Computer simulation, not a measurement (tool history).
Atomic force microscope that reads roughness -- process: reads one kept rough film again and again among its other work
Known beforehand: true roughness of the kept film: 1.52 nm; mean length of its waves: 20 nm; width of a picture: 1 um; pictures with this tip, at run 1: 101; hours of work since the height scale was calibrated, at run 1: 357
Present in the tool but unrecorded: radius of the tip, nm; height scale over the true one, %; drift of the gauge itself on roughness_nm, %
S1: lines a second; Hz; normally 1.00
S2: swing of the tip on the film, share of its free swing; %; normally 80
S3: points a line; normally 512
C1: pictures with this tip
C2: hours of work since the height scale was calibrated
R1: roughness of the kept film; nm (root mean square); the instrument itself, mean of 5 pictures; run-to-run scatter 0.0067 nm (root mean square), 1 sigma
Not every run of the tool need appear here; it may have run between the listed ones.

{"run": 1, "hour": 0.0, "S1": 1.0, "S2": 80, "S3": 512, "C1": 101, "C2": 357, "R1": 1.3}
{"run": 2, "hour": 10.3, "S1": 1.0, "S2": 80, "S3": 925, "C1": 127, "C2": 365, "R1": 1.291}
{"run": 3, "hour": 17.6, "S1": 1.0, "S2": 80, "S3": 957, "C1": 146, "C2": 371, "R1": 1.289}
{"run": 4, "hour": 22.5, "S1": 1.0, "S2": 80, "S3": 957, "C1": 159, "C2": 375, "R1": 1.282}
{"run": 5, "hour": 27.8, "S1": 1.0, "S2": 80, "S3": 957, "C1": 172, "C2": 379, "R1": 1.278}
{"run": 6, "hour": 37.2, "S1": 1.0, "S2": 80, "S3": 957, "C1": 196, "C2": 386, "R1": 1.289}
{"run": 7, "hour": 47.4, "S1": 1.0, "S2": 80, "S3": 957, "C1": 222, "C2": 394, "R1": 1.273}
{"run": 8, "hour": 53.8, "S1": 1.0, "S2": 80, "S3": 842, "C1": 239, "C2": 399, "R1": 1.268}
{"run": 9, "hour": 65.3, "S1": 1.0, "S2": 80, "S3": 842, "C1": 268, "C2": 408, "R1": 1.264}
{"run": 10, "hour": 73.0, "S1": 1.0, "S2": 80, "S3": 842, "C1": 288, "C2": 414, "R1": 1.26}
{"run": 11, "hour": 79.6, "S1": 1.0, "S2": 80, "S3": 512, "C1": 305, "C2": 419, "R1": 1.235}
{"run": 12, "hour": 89.0, "S1": 1.0, "S2": 80, "S3": 512, "C1": 329, "C2": 426, "R1": 1.239}
{"run": 13, "hour": 99.6, "S1": 1.0, "S2": 80, "S3": 512, "C1": 356, "C2": 434, "R1": 1.22}
{"run": 14, "hour": 109.1, "S1": 1.61, "S2": 79, "S3": 690, "C1": 380, "C2": 442, "R1": 1.21}

Predict the results of run 15:
{"hour": 114.4, "done": "new tip fitted"}
{"run": 15, "hour": 117.4, "S1": 1.0, "S2": 86, "S3": 596, "C1": 7, "C2": 448, "R1": "?"}

R1: 1.301 nm (root mean square)
Had the tool carried no hidden state, the very same run would have given R1 1.309 nm (root mean square).
